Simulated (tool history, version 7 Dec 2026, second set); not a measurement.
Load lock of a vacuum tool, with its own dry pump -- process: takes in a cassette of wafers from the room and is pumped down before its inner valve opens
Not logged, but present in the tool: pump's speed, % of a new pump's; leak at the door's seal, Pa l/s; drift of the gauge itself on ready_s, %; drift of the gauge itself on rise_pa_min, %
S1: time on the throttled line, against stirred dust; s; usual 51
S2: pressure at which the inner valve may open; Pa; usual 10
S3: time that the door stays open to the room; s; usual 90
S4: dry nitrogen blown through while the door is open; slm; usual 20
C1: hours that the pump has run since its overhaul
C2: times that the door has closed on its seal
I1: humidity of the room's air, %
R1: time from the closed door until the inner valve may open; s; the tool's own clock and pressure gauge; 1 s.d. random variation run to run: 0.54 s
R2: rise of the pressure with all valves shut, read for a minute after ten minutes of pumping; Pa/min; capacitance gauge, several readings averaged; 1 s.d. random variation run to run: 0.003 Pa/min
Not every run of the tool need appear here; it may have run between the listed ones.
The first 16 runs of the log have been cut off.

run,hour,S1,S2,S3,S4,C1,C2,I1,R1,R2
17,4305.1,64,10,90,20,8039,33742,44,98.4,0.447
18,4549.9,64,8,90,19,8284,34944,44.5,101.9,0.467
19,4925.3,51,12,90,8,8659,36788,44.8,88.7,0.528
20,5158.4,51,12,90,8,8892,37933,47.4,88.7,0.563
21,5388,51,11,90,44,9122,39061,46.8,89.2,0.537
22,5678.3,63,13,77,19,9412,40487,45.1,97.6,0.583
23,5893.5,63,13,70,19,9627,41545,44.6,98,0.6
24,6083.7,63,13,70,19,9817,42479,43.3,98.7,0.619
25,6438.5,63,13,70,19,10172,44222,43.6,98.6,0.667
26,6653.1,63,13,70,19,10387,45276,41.6,98.9,0.701
# hour 6781.4: door's seal changed, seat wiped
27,6955.5,37,13,42,14,10688,855,42.9,77.4,0.026
28,7280.3,37,13,42,14,11012,2450,46.4,77.3,0.043
29,7560.3,37,13,42,14,11292,3826,45.1,78.4,0.049
30,7916.3,37,13,42,9,11648,5575,46.4,77.1,0.07
31,8215.7,63,12,37,20,11948,7045,40.9,100,0.062
32,8380.6,45,12,37,20,12113,7855,45.7,84.3,0.07
33,8614.7,51,10,190,20,12347,9005,43.8,90.9,0.124
34,8841.1,51,11,71,20,12573,10117,41,91.5,0.101

Consider 4 possible next runs. They are alternatives, not a sequence: every one starts from the tool as it was left by run 34. What does each give?
A,9128.4,51,11,71,11,12861,11529,44.5,?,?
B,9128.4,35,12,40,20,12861,11529,43.7,?,?
C,9128.4,51,13,90,40,12861,11529,45.7,?,?
D,9128.4,51,10,45,20,12861,11529,48.1,?,?

run,R1,R2
A,90,0.124
B,76.8,0.096
C,90.1,0.109
D,91.1,0.103
Take away the tool's hidden state, keep each run's random variation, and the runs would have read:
run,R1,R2
A,85.7,0.043
B,72.1,0.015
C,85.8,0.029
D,86.7,0.024

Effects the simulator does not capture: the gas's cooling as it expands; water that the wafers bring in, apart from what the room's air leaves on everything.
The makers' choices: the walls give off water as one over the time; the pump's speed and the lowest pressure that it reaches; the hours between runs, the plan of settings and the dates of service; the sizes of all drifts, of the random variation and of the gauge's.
